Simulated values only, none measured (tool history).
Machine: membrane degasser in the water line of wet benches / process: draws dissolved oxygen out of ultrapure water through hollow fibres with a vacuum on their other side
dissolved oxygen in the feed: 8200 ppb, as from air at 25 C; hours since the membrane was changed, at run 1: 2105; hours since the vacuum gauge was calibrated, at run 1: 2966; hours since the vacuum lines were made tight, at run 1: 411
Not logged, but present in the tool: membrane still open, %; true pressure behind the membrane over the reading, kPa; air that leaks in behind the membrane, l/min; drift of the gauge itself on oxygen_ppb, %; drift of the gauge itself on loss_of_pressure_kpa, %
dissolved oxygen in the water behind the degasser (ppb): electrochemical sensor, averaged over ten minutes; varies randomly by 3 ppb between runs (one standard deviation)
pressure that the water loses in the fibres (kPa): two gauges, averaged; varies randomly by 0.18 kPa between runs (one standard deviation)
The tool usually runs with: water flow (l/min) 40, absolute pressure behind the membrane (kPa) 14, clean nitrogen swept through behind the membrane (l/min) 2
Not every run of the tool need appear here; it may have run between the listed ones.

| run | hour | water flow (l/min) | absolute pressure behind the membrane (kPa) | clean nitrogen swept through behind the membrane (l/min) | hours since the membrane was changed | hours since the vacuum gauge was calibrated | hours since the vacuum lines were made tight | dissolved oxygen in the water behind the degasser (ppb) | pressure that the water loses in the fibres (kPa) |
|---|---|---|---|---|---|---|---|---|---|
| 1 | 0 | 40 | 14 | 2 | 2105 | 2966 | 411 | 535.3 | 35.06 |
| 2 | 45.5 | 40 | 14 | 2 | 2151 | 3012 | 457 | 534.5 | 35.13 |
| 3 | 71 | 40 | 14 | 2 | 2176 | 3037 | 482 | 539.5 | 35.48 |
| 4 | 118.4 | 40 | 14 | 2 | 2224 | 3085 | 530 | 536 | 35.21 |
| 5 | 173 | 40 | 14 | 2 | 2278 | 3139 | 584 | 530.6 | 34.94 |
| 6 | 226 | 40 | 17.9 | 2 | 2331 | 3192 | 637 | 685.3 | 35.07 |
| 7 | 256.5 | 40 | 17.9 | 2 | 2362 | 3223 | 668 | 687.9 | 34.94 |
| 8 | 313.7 | 40 | 14 | 2 | 2419 | 3280 | 725 | 536.9 | 35.4 |
| 9 | 347.1 | 40 | 14 | 5.7 | 2452 | 3313 | 759 | 262.1 | 35.24 |
|  | 381.2 | vacuum gauge calibrated |
| 10 | 386.2 | 40 | 14 | 2 | 2491 | 5 | 797 | 534.2 | 35.06 |
| 11 | 411.5 | 40 | 14 | 2 | 2516 | 30 | 822 | 533.2 | 35.25 |
| 12 | 449.4 | 40 | 14 | 2 | 2554 | 68 | 860 | 536.9 | 35.07 |
| 13 | 505.5 | 40 | 14 | 2 | 2610 | 124 | 916 | 531.7 | 34.75 |
| 14 | 550.4 | 40 | 14 | 2 | 2655 | 169 | 961 | 537.7 | 35.43 |
| 15 | 576.7 | 40 | 33.7 | 2 | 2682 | 196 | 988 | 1260.4 | 34.98 |
| 16 | 603.3 | 40 | 33.7 | 2 | 2708 | 222 | 1014 | 1263.7 | 35.38 |
| 17 | 639.1 | 40 | 33.7 | 2 | 2744 | 258 | 1050 | 1260.5 | 35.34 |
| 18 | 679.8 | 40 | 10.6 | 2 | 2785 | 299 | 1091 | 400.6 | 35.36 |
| 19 | 718.6 | 40 | 10.6 | 2 | 2823 | 337 | 1130 | 399.1 | 35.35 |
| 20 | 751.6 | 26 | 10.6 | 2.01 | 2856 | 370 | 1163 | 231.2 | 22.76 |
| 21 | 799.2 | 26 | 10.6 | 2.01 | 2904 | 418 | 1210 | 234.3 | 22.74 |
| 22 | 839.7 | 42 | 25 | 0.82 | 2945 | 459 | 1251 | 1851 | 37.23 |
| 23 | 870.7 | 28 | 9.3 | 0.94 | 2975 | 489 | 1282 | 394.4 | 24.51 |

Take each entry between the runs: how does the hidden state at the last listed run before it differ from the hidden state at the first listed run after it?
Logged between run 9 and run 10: vacuum gauge calibrated (hour 381.2)
  drift of the gauge itself on oxygen_ppb, %: 0.62 -> 0.69
  difference, measured minus the result without the unlogged condition, dissolved oxygen in the water behind the degasser (ppb): +1.7 -> +3.7

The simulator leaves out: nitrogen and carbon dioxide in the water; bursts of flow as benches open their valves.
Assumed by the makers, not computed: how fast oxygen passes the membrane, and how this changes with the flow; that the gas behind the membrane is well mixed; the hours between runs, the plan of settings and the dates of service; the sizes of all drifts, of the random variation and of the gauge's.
